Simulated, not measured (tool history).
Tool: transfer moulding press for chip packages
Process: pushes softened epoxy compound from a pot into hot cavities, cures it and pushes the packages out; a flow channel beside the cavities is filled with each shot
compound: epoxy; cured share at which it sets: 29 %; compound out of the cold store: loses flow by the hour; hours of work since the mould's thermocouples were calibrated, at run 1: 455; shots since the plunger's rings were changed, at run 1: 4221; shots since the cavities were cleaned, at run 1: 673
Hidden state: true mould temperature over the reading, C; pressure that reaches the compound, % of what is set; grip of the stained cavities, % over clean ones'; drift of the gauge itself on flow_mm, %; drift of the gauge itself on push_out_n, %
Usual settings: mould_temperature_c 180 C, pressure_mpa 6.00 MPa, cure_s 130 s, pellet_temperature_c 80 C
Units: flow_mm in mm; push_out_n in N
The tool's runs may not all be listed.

run,hour,mould_temperature_c,pressure_mpa,cure_s,pellet_temperature_c,hours of work since the mould's thermocouples were calibrated,shots since the plunger's rings were changed,shots since the cavities were cleaned,incoming compound's hours out of the cold store,flow_mm,push_out_n
1,0.0,180,6.00,130,80,455,4221,673,9.6,975,439
# hour 8.3: cavities cleaned with cleaning compound and waxed
2,40.2,180,6.00,130,80,483,4599,311,39.2,800,376
3,69.0,180,6.00,130,80,503,4880,592,13.7,935,433
# hour 85.6: cavities cleaned with cleaning compound and waxed
4,104.0,180,6.00,130,80,527,5206,179,32.7,834,344
5,133.8,180,6.00,130,80,548,5497,470,27.1,848,407
# hour 161.5: cavities cleaned with cleaning compound and waxed
6,164.0,180,6.00,130,80,568,5777,24,23.7,874,331
7,193.7,180,6.00,130,80,590,6067,314,25.6,854,379
# hour 203.6: plunger's sealing rings changed
8,215.4,182,6.00,130,80,603,115,501,24.0,893,379
# hour 240.3: cavities cleaned with cleaning compound and waxed
9,244.5,182,6.00,130,80,623,384,42,16.5,936,311
10,264.8,182,6.00,130,80,637,581,239,42.8,787,328
11,298.3,180,5.92,130,80,661,909,567,41.5,790,393
# hour 317.7: cavities cleaned with cleaning compound and waxed
12,346.3,180,6.00,130,77,694,1362,279,34.1,847,382
13,385.4,180,6.00,140,80,722,1743,660,14.6,943,408
# hour 393.0: cavities cleaned with cleaning compound and waxed
14,413.1,180,6.00,140,80,740,1999,197,9.6,983,329
# hour 440.3: mould's thermocouples calibrated
15,459.8,180,6.00,146,80,14,2434,632,44.7,782,350
# hour 470.1: cavities cleaned with cleaning compound and waxed
16,494.7,180,6.71,130,80,38,2760,240,17.1,979,376
17,519.9,185,6.71,130,76,55,3006,486,8.0,1008,347
# hour 546.3: cavities cleaned with cleaning compound and waxed
18,558.9,182,6.35,148,83,82,3372,123,46.8,772,286
19,590.2,186,5.67,160,87,104,3677,428,9.2,917,311
20,611.9,186,5.67,160,87,120,3888,639,28.6,803,334
# hour 621.7: cavities cleaned with cleaning compound and waxed
21,644.5,181,5.01,137,86,142,4192,223,29.7,777,324
22,690.3,177,6.51,129,90,174,4638,669,20.0,938,511
# hour 696.1: cavities cleaned with cleaning compound and waxed
23,713.6,179,7.15,130,80,190,4851,171,10.0,1064,392
24,754.4,180,4.87,137,80,219,5249,569,26.0,762,400
# hour 771.0: cavities cleaned with cleaning compound and waxed
25,797.1,180,6.00,130,80,248,5651,255,12.2,939,379
26,822.3,186,6.00,146,80,266,5897,501,41.8,749,329
# hour 847.0: cavities cleaned with cleaning compound and waxed
# hour 852.7: plunger's sealing rings changed
27,853.3,176,7.20,146,86,285,6,37,42.5,909,326
28,893.9,176,7.20,146,86,314,402,433,45.7,880,391
# hour 924.1: cavities cleaned with cleaning compound and waxed
29,924.1,175,5.41,146,86,334,681,0,40.0,794,348

Forecast each of these 3 alternatives for the next run:
A,967.9,175,5.18,132,86,366,1108,427,9.7,?,?
B,967.9,180,6.00,140,80,366,1108,427,23.1,?,?
C,967.9,175,5.41,153,86,366,1108,427,35.2,?,?

run,flow_mm,push_out_n
A,931,570
B,899,367
C,808,403
Without the tool's hidden state the same runs would have given:
run,flow_mm,push_out_n
A,936,420
B,905,278
C,813,306

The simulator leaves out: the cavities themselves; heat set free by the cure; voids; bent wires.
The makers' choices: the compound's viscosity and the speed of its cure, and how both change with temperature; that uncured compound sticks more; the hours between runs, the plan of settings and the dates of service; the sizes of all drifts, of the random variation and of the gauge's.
